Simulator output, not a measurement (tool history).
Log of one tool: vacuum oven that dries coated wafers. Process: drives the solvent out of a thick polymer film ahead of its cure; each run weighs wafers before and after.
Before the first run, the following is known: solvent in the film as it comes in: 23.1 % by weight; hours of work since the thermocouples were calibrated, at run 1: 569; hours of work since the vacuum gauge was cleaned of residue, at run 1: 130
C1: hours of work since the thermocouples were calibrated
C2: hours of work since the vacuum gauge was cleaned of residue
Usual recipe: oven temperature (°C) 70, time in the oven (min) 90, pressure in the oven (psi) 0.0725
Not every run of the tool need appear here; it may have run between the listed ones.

run 1 day=0.000 | oven_temperature_(°C)=70 time_in_the_oven_(min)=90 pressure_in_the_oven_(psi)=0.0725 | C1=569 C2=130 | solvent_left_in_the_film_(%)=1.04
run 2 day=0.642 | oven_temperature_(°C)=70 time_in_the_oven_(min)=90 pressure_in_the_oven_(psi)=0.0725 | C1=579 C2=139 | solvent_left_in_the_film_(%)=1.06
run 3 day=1.179 | oven_temperature_(°C)=70 time_in_the_oven_(min)=90 pressure_in_the_oven_(psi)=0.0725 | C1=587 C2=147 | solvent_left_in_the_film_(%)=1.03
run 4 day=1.988 | oven_temperature_(°C)=70 time_in_the_oven_(min)=90 pressure_in_the_oven_(psi)=0.2189 | C1=598 C2=159 | solvent_left_in_the_film_(%)=1.68
run 5 day=3.000 | oven_temperature_(°C)=70 time_in_the_oven_(min)=90 pressure_in_the_oven_(psi)=0.2283 | C1=613 C2=174 | solvent_left_in_the_film_(%)=1.77
run 6 day=3.854 | oven_temperature_(°C)=70 time_in_the_oven_(min)=96 pressure_in_the_oven_(psi)=0.0725 | C1=626 C2=186 | solvent_left_in_the_film_(%)=0.89
run 7 day=4.404 | oven_temperature_(°C)=62 time_in_the_oven_(min)=96 pressure_in_the_oven_(psi)=0.0725 | C1=634 C2=194 | solvent_left_in_the_film_(%)=3.00
run 8 day=5.533 | oven_temperature_(°C)=70 time_in_the_oven_(min)=90 pressure_in_the_oven_(psi)=0.0725 | C1=650 C2=210 | solvent_left_in_the_film_(%)=1.01
run 9 day=5.996 | oven_temperature_(°C)=70 time_in_the_oven_(min)=90 pressure_in_the_oven_(psi)=0.0725 | C1=657 C2=217 | solvent_left_in_the_film_(%)=1.11
run 10 day=6.983 | oven_temperature_(°C)=70 time_in_the_oven_(min)=90 pressure_in_the_oven_(psi)=0.0725 | C1=671 C2=232 | solvent_left_in_the_film_(%)=1.13
run 11 day=8.092 | oven_temperature_(°C)=70 time_in_the_oven_(min)=90 pressure_in_the_oven_(psi)=0.0725 | C1=687 C2=248 | solvent_left_in_the_film_(%)=1.05
run 12 day=8.742 | oven_temperature_(°C)=70 time_in_the_oven_(min)=90 pressure_in_the_oven_(psi)=0.0725 | C1=697 C2=257 | solvent_left_in_the_film_(%)=1.14
run 13 day=9.596 | oven_temperature_(°C)=70 time_in_the_oven_(min)=90 pressure_in_the_oven_(psi)=0.0725 | C1=709 C2=270 | solvent_left_in_the_film_(%)=1.11
run 14 day=10.471 | oven_temperature_(°C)=70 time_in_the_oven_(min)=90 pressure_in_the_oven_(psi)=0.0725 | C1=722 C2=282 | solvent_left_in_the_film_(%)=1.14
run 15 day=11.454 | oven_temperature_(°C)=70 time_in_the_oven_(min)=90 pressure_in_the_oven_(psi)=0.0725 | C1=736 C2=297 | solvent_left_in_the_film_(%)=1.07
run 16 day=12.292 | oven_temperature_(°C)=70 time_in_the_oven_(min)=90 pressure_in_the_oven_(psi)=0.0725 | C1=748 C2=309 | solvent_left_in_the_film_(%)=1.09
run 17 day=12.779 | oven_temperature_(°C)=70 time_in_the_oven_(min)=90 pressure_in_the_oven_(psi)=0.0725 | C1=756 C2=316 | solvent_left_in_the_film_(%)=1.13
run 18 day=13.767 | oven_temperature_(°C)=70 time_in_the_oven_(min)=90 pressure_in_the_oven_(psi)=0.0725 | C1=770 C2=330 | solvent_left_in_the_film_(%)=1.03
run 19 day=14.858 | oven_temperature_(°C)=70 time_in_the_oven_(min)=90 pressure_in_the_oven_(psi)=0.0725 | C1=786 C2=346 | solvent_left_in_the_film_(%)=1.05
run 20 day=15.938 | oven_temperature_(°C)=69 time_in_the_oven_(min)=90 pressure_in_the_oven_(psi)=0.0725 | C1=802 C2=362 | solvent_left_in_the_film_(%)=1.30
run 21 day=16.812 | oven_temperature_(°C)=69 time_in_the_oven_(min)=90 pressure_in_the_oven_(psi)=0.0725 | C1=814 C2=375 | solvent_left_in_the_film_(%)=1.27
run 22 day=17.779 | oven_temperature_(°C)=69 time_in_the_oven_(min)=90 pressure_in_the_oven_(psi)=0.0725 | C1=828 C2=389 | solvent_left_in_the_film_(%)=1.34
run 23 day=18.450 | oven_temperature_(°C)=69 time_in_the_oven_(min)=90 pressure_in_the_oven_(psi)=0.0725 | C1=838 C2=399 | solvent_left_in_the_film_(%)=1.37
run 24 day=19.158 | oven_temperature_(°C)=70 time_in_the_oven_(min)=90 pressure_in_the_oven_(psi)=0.0725 | C1=849 C2=409 | solvent_left_in_the_film_(%)=1.12
run 25 day=19.746 | oven_temperature_(°C)=71 time_in_the_oven_(min)=90 pressure_in_the_oven_(psi)=0.0725 | C1=857 C2=417 | solvent_left_in_the_film_(%)=0.99
run 26 day=20.229 | oven_temperature_(°C)=71 time_in_the_oven_(min)=90 pressure_in_the_oven_(psi)=0.0725 | C1=864 C2=425 | solvent_left_in_the_film_(%)=0.92
-- day=20.604 oven's thermocouples calibrated
run 27 day=21.096 | oven_temperature_(°C)=71 time_in_the_oven_(min)=90 pressure_in_the_oven_(psi)=0.0725 | C1=7 C2=436 | solvent_left_in_the_film_(%)=0.97
run 28 day=21.712 | oven_temperature_(°C)=66 time_in_the_oven_(min)=55 pressure_in_the_oven_(psi)=0.0393 | C1=16 C2=445 | solvent_left_in_the_film_(%)=4.33
run 29 day=22.829 | oven_temperature_(°C)=66 time_in_the_oven_(min)=55 pressure_in_the_oven_(psi)=0.0393 | C1=32 C2=461 | solvent_left_in_the_film_(%)=4.34
run 30 day=23.525 | oven_temperature_(°C)=66 time_in_the_oven_(min)=69 pressure_in_the_oven_(psi)=0.0393 | C1=43 C2=471 | solvent_left_in_the_film_(%)=3.11
run 31 day=24.321 | oven_temperature_(°C)=66 time_in_the_oven_(min)=69 pressure_in_the_oven_(psi)=0.1626 | C1=54 C2=483 | solvent_left_in_the_film_(%)=3.61
run 32 day=25.033 | oven_temperature_(°C)=70 time_in_the_oven_(min)=90 pressure_in_the_oven_(psi)=0.0940 | C1=65 C2=493 | solvent_left_in_the_film_(%)=1.14
run 33 day=25.950 | oven_temperature_(°C)=70 time_in_the_oven_(min)=90 pressure_in_the_oven_(psi)=0.0940 | C1=78 C2=507 | solvent_left_in_the_film_(%)=1.18
run 34 day=27.079 | oven_temperature_(°C)=70 time_in_the_oven_(min)=90 pressure_in_the_oven_(psi)=0.0940 | C1=94 C2=523 | solvent_left_in_the_film_(%)=1.16
run 35 day=27.679 | oven_temperature_(°C)=70 time_in_the_oven_(min)=90 pressure_in_the_oven_(psi)=0.0940 | C1=103 C2=532 | solvent_left_in_the_film_(%)=1.19
run 36 day=28.142 | oven_temperature_(°C)=83 time_in_the_oven_(min)=88 pressure_in_the_oven_(psi)=0.0725 | C1=110 C2=539 | solvent_left_in_the_film_(%)=0.21
run 37 day=28.604 | oven_temperature_(°C)=83 time_in_the_oven_(min)=88 pressure_in_the_oven_(psi)=0.0725 | C1=117 C2=545 | solvent_left_in_the_film_(%)=0.17
run 38 day=29.158 | oven_temperature_(°C)=83 time_in_the_oven_(min)=88 pressure_in_the_oven_(psi)=0.0725 | C1=125 C2=553 | solvent_left_in_the_film_(%)=0.24
run 39 day=29.888 | oven_temperature_(°C)=63 time_in_the_oven_(min)=144 pressure_in_the_oven_(psi)=0.0725 | C1=135 C2=564 | solvent_left_in_the_film_(%)=1.20
run 40 day=30.817 | oven_temperature_(°C)=73 time_in_the_oven_(min)=157 pressure_in_the_oven_(psi)=0.0725 | C1=149 C2=578 | solvent_left_in_the_film_(%)=0.23
run 41 day=31.938 | oven_temperature_(°C)=73 time_in_the_oven_(min)=157 pressure_in_the_oven_(psi)=0.0725 | C1=165 C2=594 | solvent_left_in_the_film_(%)=0.28
run 42 day=32.604 | oven_temperature_(°C)=64 time_in_the_oven_(min)=157 pressure_in_the_oven_(psi)=0.0410 | C1=175 C2=604 | solvent_left_in_the_film_(%)=0.73
run 43 day=33.167 | oven_temperature_(°C)=70 time_in_the_oven_(min)=136 pressure_in_the_oven_(psi)=0.0886 | C1=183 C2=612 | solvent_left_in_the_film_(%)=0.50
run 44 day=34.279 | oven_temperature_(°C)=70 time_in_the_oven_(min)=136 pressure_in_the_oven_(psi)=0.0886 | C1=199 C2=628 | solvent_left_in_the_film_(%)=0.54
run 45 day=35.346 | oven_temperature_(°C)=76 time_in_the_oven_(min)=151 pressure_in_the_oven_(psi)=0.1236 | C1=215 C2=644 | solvent_left_in_the_film_(%)=0.38
run 46 day=35.812 | oven_temperature_(°C)=70 time_in_the_oven_(min)=76 pressure_in_the_oven_(psi)=0.2612 | C1=222 C2=650 | solvent_left_in_the_film_(%)=2.40
run 47 day=36.321 | oven_temperature_(°C)=74 time_in_the_oven_(min)=99 pressure_in_the_oven_(psi)=0.2612 | C1=229 C2=658 | solvent_left_in_the_film_(%)=1.17
run 48 day=36.971 | oven_temperature_(°C)=74 time_in_the_oven_(min)=99 pressure_in_the_oven_(psi)=0.2612 | C1=238 C2=667 | solvent_left_in_the_film_(%)=1.12

3 options for the next run, each taken on its own from the tool as it stands now. Forecast them:
run A day=37.629 | oven_temperature_(°C)=64 time_in_the_oven_(min)=90 pressure_in_the_oven_(psi)=0.1020 | C1=248 C2=677 | solvent_left_in_the_film_(%)=?
run B day=37.629 | oven_temperature_(°C)=61 time_in_the_oven_(min)=86 pressure_in_the_oven_(psi)=0.0725 | C1=248 C2=677 | solvent_left_in_the_film_(%)=?
run C day=37.629 | oven_temperature_(°C)=70 time_in_the_oven_(min)=143 pressure_in_the_oven_(psi)=0.0725 | C1=248 C2=677 | solvent_left_in_the_film_(%)=?

run=A solvent_left_in_the_film_(%)=2.80
run=B solvent_left_in_the_film_(%)=4.14
run=C solvent_left_in_the_film_(%)=0.50
Stripped of hidden state, with their random variation kept, the same runs would have yielded:
run=A solvent_left_in_the_film_(%)=2.79
run=B solvent_left_in_the_film_(%)=4.13
run=C solvent_left_in_the_film_(%)=0.50
